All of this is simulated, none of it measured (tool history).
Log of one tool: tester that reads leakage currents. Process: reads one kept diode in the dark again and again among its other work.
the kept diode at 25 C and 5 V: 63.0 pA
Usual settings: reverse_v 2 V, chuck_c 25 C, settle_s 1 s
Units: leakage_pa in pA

run	hour	reverse_v	chuck_c	settle_s	leakage_pa
1	0	2	25	1	36.11
2	63.6	2	25	1	35.9
3	131.3	2	25	1	40.94
4	206.9	2	25	1	40.87
5	274	2	25	1	40.66
6	347	2	25	1	40.64
7	401.5	2	25	2.37	40.43
8	451.9	2	25	1	40.24
9	527.9	2	25	1	40.17
10	574.5	2	25	1	40.05
11	649.2	2	25	1	39.9
12	724.1	2	25	1	39.91
13	772.6	2	25	0.32	39.82
14	837.9	2	25	0.49	39.98
15	888.9	2	25	0.49	39.59
16	956.4	2	25	5.91	39.1
17	997.3	2.24	55	5.91	515.09
18	1061.2	6.38	39	3.71	246.91
19	1113.4	7.64	30	2.08	116.5
20	1166.4	10.85	30	1.84	140.84
21	1240.6	10.85	30	1.84	140.78
22	1296.6	2.34	23	2.72	32.05
23	1335.5	2.34	23	2.72	32.12
24	1380	11.71	47	2.72	633.29
25	1433.1	11.71	47	2.72	631.05
26	1488.1	2	31	1	61.46
27	1555	2	31	1	61.12
28	1595.9	5.69	45	1.04	358.98
29	1664.7	5.69	45	1.04	359.07
30	1742.3	5.69	45	1.04	394.79
31	1809.5	1.75	41	4.91	149.98
32	1880.6	1.75	41	4.91	149.19

Taken out of this log: 3 entries between the listed runs. Where each belongs, and how the hidden state differs across it:
Between runs 2 and 3: chuck's temperature calibrated (hour 127.8)
  stray current of the dirty probe card, pA a volt: 0.911 -> 0.955; current scale over the true one, %: 0.23 -> 0.24; true chuck temperature over the reading, C: -1.43 -> 0.03
  measured less the result without the state, leakage_pa: -3.07 -> +2.09 pA
Between runs 18 and 19: probe card cleaned and baked (hour 1092)
  stray current of the dirty probe card, pA a volt: 1.54 -> 0.034; true chuck temperature over the reading, C: -0.83 -> -0.87
  measured less the result without the state, leakage_pa: -6.84 -> -9.02 pA
Between runs 29 and 30: chuck's temperature calibrated (hour 1703.2)
  stray current of the dirty probe card, pA a volt: 0.393 -> 0.442; current scale over the true one, %: 0.5 -> 0.51; true chuck temperature over the reading, C: -1.38 -> -0.25
  measured less the result without the state, leakage_pa: -39.3 -> -3.96 pA

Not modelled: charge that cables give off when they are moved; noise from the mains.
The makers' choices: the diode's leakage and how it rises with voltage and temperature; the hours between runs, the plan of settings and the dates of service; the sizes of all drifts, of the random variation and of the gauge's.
